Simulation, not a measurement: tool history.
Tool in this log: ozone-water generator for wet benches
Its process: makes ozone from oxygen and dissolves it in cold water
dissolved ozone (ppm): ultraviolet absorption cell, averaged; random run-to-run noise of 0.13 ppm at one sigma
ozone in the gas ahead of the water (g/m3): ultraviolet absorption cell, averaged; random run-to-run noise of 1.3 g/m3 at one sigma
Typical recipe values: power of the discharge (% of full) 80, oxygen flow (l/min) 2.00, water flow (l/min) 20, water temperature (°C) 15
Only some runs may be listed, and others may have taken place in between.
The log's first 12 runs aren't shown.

run   hour  power of the discharge (% of full)  oxygen flow (l/min)  water flow (l/min)  water temperature (°C)  hours of work since the electrodes were changed  hours of work since the contactor was cleaned  hours of work since the thermometer was calibrated  dissolved ozone (ppm)  ozone in the gas ahead of the water (g/m3)
 13  262.0                                  80                 2.00                  20                      18                                              813                                           5292                                                2121                   13.1                                       247.8
 14  292.6                                  80                 2.00                  20                      18                                              842                                           5320                                                2150                   13.2                                       246.0
 15  321.8                                  80                 2.00                  20                      15                                              869                                           5347                                                2177                   13.5                                       245.1
 16  338.3                                  80                 2.00                  23                      15                                              884                                           5362                                                2192                   11.5                                       246.2
 17  354.1                                  80                 1.55                  23                      15                                              899                                           5377                                                2206                   10.4                                       273.1
 18  371.4                                  80                 1.55                  23                      15                                              915                                           5393                                                2222                   10.5                                       272.0
 19  388.9                                  61                 1.35                  12                      12                                              931                                           5409                                                2239                   16.6                                       240.0
 20  418.9                                  80                 2.00                  20                      12                                              959                                           5437                                                2266                   13.8                                       246.8
 21  440.3                                  43                 1.08                  30                      22                                              978                                           5457                                                2286                    4.2                                       206.1
 22  462.2                                  48                 1.08                  30                      22                                              999                                           5477                                                2306                    4.5                                       221.7
 23  483.8                                  48                 1.08                  18                      22                                             1019                                           5497                                                2326                    8.0                                       221.1
 24  503.3                                  96                 1.08                  22                      22                                             1037                                           5515                                                2344                   10.5                                       360.2
 25  530.2                                  80                 1.13                  27                      21                                             1061                                           5540                                                2369                    7.3                                       310.4
 26  551.6                                  80                 1.13                  12                      21                                             1081                                           5560                                                2389                   17.7                                       306.8
 27  569.6                                  40                 3.53                  22                       7                                             1098                                           5576                                                2406                    9.8                                       118.7
 28  593.1                                  80                 2.43                  17                       8                                             1120                                           5598                                                2427                   18.0                                       224.3
 29  615.5                                  80                 2.43                  17                       8                                             1140                                           5619                                                2448                   18.0                                       225.6
 30  636.5                                  80                 2.43                  17                       8                                             1160                                           5638                                                2468                   17.8                                       225.8
 31  668.0                                  80                 1.16                  19                      15                                             1189                                           5667                                                2497                   11.5                                       304.8
 32  685.7                                  80                 1.84                  20                      23                                             1205                                           5684                                                2513                   12.4                                       249.8

5 ways to go on from here, each from the tool as it stands after run 32. What would each give?
  A  701.6                                  87                 1.84                  25                      16                                             1220                                           5698                                                2528                      ?                                           ?
  B  701.6                                  80                 1.44                  20                      13                                             1220                                           5698                                                2528                      ?                                           ?
  C  701.6                                  80                 1.63                  20                      23                                             1220                                           5698                                                2528                      ?                                           ?
  D  701.6                                  80                 1.02                  20                      15                                             1220                                           5698                                                2528                      ?                                           ?
  E  701.6                                  80                 2.00                  12                      11                                             1220                                           5698                                                2528                      ?                                           ?

run  dissolved ozone (ppm)  ozone in the gas ahead of the water (g/m3)
  A                   10.6                                       268.7
  B                   11.9                                       275.8
  C                   11.8                                       268.5
  D                   10.3                                       322.3
  E                   23.1                                       244.0
Stripped of hidden state, with their random variation kept, the same runs would have yielded:
run  dissolved ozone (ppm)  ozone in the gas ahead of the water (g/m3)
  A                   11.5                                       275.1
  B                   12.9                                       282.0
  C                   12.8                                       274.5
  D                   11.2                                       329.6
  E                   24.7                                       249.5
